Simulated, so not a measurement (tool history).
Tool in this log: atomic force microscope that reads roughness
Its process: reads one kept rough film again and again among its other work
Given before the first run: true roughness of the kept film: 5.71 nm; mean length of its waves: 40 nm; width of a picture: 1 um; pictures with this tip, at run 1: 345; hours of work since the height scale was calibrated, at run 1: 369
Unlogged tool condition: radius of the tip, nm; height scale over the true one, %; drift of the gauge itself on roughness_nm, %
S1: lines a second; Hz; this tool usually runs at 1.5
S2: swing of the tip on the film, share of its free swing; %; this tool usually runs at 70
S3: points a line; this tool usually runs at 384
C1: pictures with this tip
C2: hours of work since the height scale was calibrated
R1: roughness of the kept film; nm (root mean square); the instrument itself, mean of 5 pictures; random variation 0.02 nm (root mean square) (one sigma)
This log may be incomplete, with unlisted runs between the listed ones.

run	hour	S1	S2	S3	C1	C2	R1
1	0	1.5	70	384	345	369	4.827
# hour 6.2: new tip fitted
2	12.4	1.5	70	384	8	377	4.811
3	31.3	1.5	70	384	31	389	4.814
4	51.4	1.5	70	384	56	402	4.851
5	64.9	1.5	70	384	73	410	4.818
6	74.1	1.5	70	384	84	416	4.78
7	91	1.5	70	384	105	427	4.842
8	99.8	1.5	70	384	116	433	4.785
9	120.5	1.69	70	384	142	446	4.771
10	133.8	1.69	70	384	158	455	4.737
11	146.4	1.44	70	384	174	463	4.829
12	164.7	1.44	70	384	197	475	4.839
13	186.1	1.44	70	384	223	488	4.828
14	196.8	2.99	87	384	236	495	3.578
15	211.4	0.6	84	384	254	505	4.885

The next listed run, before its measurement:
16	228.5	2.07	60	725	276	516	?

Logged for run 16: R1 4.903 nm (root mean square).
With the hidden condition absent and the run-to-run variation left alone, this run would have shown R1 4.917 nm (root mean square).
